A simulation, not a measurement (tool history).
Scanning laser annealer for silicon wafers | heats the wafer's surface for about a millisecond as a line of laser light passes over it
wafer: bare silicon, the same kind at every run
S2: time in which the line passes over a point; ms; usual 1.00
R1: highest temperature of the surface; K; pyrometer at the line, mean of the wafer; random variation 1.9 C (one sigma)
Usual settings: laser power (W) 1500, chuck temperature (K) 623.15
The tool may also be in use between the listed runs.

Run 1, hour 0.0: usual settings. Result: R1 1427.15 K.
Run 2, hour 27.3: usual settings but laser power (W) 1403. Result: R1 1369.15 K.
Run 3, hour 71.9: usual settings but laser power (W) 1403. Result: R1 1361.15 K.
Run 4, hour 111.1: usual settings but laser power (W) 1403. Result: R1 1365.15 K.
Run 5, hour 134.7: usual settings but laser power (W) 1403. Result: R1 1363.15 K.
Run 6, hour 180.1: usual settings but laser power (W) 1376. Result: R1 1350.15 K.
At hour 201.4: window over the wafer cleaned.
Run 7, hour 227.4: usual settings but chuck temperature (K) 626.15. Result: R1 1440.15 K.
Run 8, hour 264.4: usual settings but S2 0.71 ms. Result: R1 1296.15 K.
Run 9, hour 296.8: usual settings but S2 0.71 ms. Result: R1 1296.15 K.
Run 10, hour 316.3: usual settings but laser power (W) 1429, S2 1.06 ms, chuck temperature (K) 627.15. Result: R1 1423.15 K.
At hour 321.4: laser's power meter calibrated.
Run 11, hour 344.7: usual settings but laser power (W) 1559, S2 0.80 ms. Result: R1 1373.15 K.
Run 12, hour 364.8: usual settings but laser power (W) 1380, S2 0.86 ms, chuck temperature (K) 645.15. Result: R1 1326.15 K.
Run 13, hour 400.5: usual settings but laser power (W) 1380, S2 0.86 ms, chuck temperature (K) 645.15. Result: R1 1323.15 K.
At hour 438.1: laser's power meter calibrated, once more.
Run 14, hour 449.3: usual settings but laser power (W) 1380, S2 0.86 ms, chuck temperature (K) 645.15. Result: R1 1330.15 K.
Run 15, hour 480.6: usual settings but laser power (W) 1397, S2 0.98 ms, chuck temperature (K) 645.15. Result: R1 1389.15 K.
Run 16, hour 523.6: usual settings but laser power (W) 1397, S2 0.98 ms, chuck temperature (K) 646.15. Result: R1 1389.15 K.
Run 17, hour 552.0: usual settings but laser power (W) 1397, S2 0.75 ms, chuck temperature (K) 630.15. Result: R1 1274.15 K.

Forecast each of these 5 alternatives for the next run:
Run A, hour 576.0: usual settings but chuck temperature (K) 634.15. Result: R1 ?.
Run B, hour 576.0: usual settings but laser power (W) 1491, S2 1.07 ms, chuck temperature (K) 595.15. Result: R1 ?.
Run C, hour 576.0: usual settings but S2 1.16 ms. Result: R1 ?.
Run D, hour 576.0: usual settings but S2 0.75 ms, chuck temperature (K) 598.15. Result: R1 ?.
Run E, hour 576.0: usual settings but laser power (W) 1310. Result: R1 ?.

run       R1
  A  1444.15
  B  1428.15
  C  1502.15
  D  1291.15
  E  1318.15
Without the tool's hidden state the same runs would have given:
run       R1
  A  1459.15
  B  1443.15
  C  1518.15
  D  1303.15
  E  1331.15
